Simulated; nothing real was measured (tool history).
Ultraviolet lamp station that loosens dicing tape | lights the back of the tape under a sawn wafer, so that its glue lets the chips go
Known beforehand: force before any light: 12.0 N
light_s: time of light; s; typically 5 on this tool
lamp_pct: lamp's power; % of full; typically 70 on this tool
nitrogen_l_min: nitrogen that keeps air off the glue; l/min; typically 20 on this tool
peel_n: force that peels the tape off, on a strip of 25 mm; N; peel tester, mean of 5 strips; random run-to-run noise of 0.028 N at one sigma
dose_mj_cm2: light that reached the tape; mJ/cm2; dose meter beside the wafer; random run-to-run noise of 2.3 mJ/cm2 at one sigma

run   hour  light_s  lamp_pct  nitrogen_l_min  peel_n  dose_mj_cm2
  1      0        5        70              20   1.939          187
  2   19.4        5        90              20   1.234          244
  3   47.3        5        90              20   1.221          245
      53.2  -- window cleaned of glue's vapour
  4   63.2        5        72              20   2.123          179
  5   89.8        5        72              20   2.084          176
  6  105.6        5        72              20   2.134          180
  7  132.1        5        72              20   2.276          174
     149.3  -- window cleaned of glue's vapour, once more
  8    159        5        72              20   1.582          214
  9  173.9        5        72              20   1.628          207
 10    190        5        72              20   1.661          206
 11  211.7        5        70              20   1.672          201
 12  230.9        5        70              24   1.672          196
 13  243.6        8        86              11   0.576          393
 14  267.9        8        86              11   0.597          388
 15    293       10        95               8   0.362          529
 16  312.1        5        89              11   1.595          249
 17  327.8        5        96              20   0.975          265
 18  347.7        5        96               7   1.826          261
 19  360.6        4        94               6    2.95          206
 20  376.5        6        94              26    0.62          305

What does the tool deliver on the next run?
 21  400.5        8        66              20       ?            ?

peel_n: 0.87 N
dose_mj_cm2: 285 mJ/cm2
Were there no unlogged condition in the tool, this run, its random variation unchanged, would have produced peel_n 0.568 N, dose_mj_cm2 344 mJ/cm2.
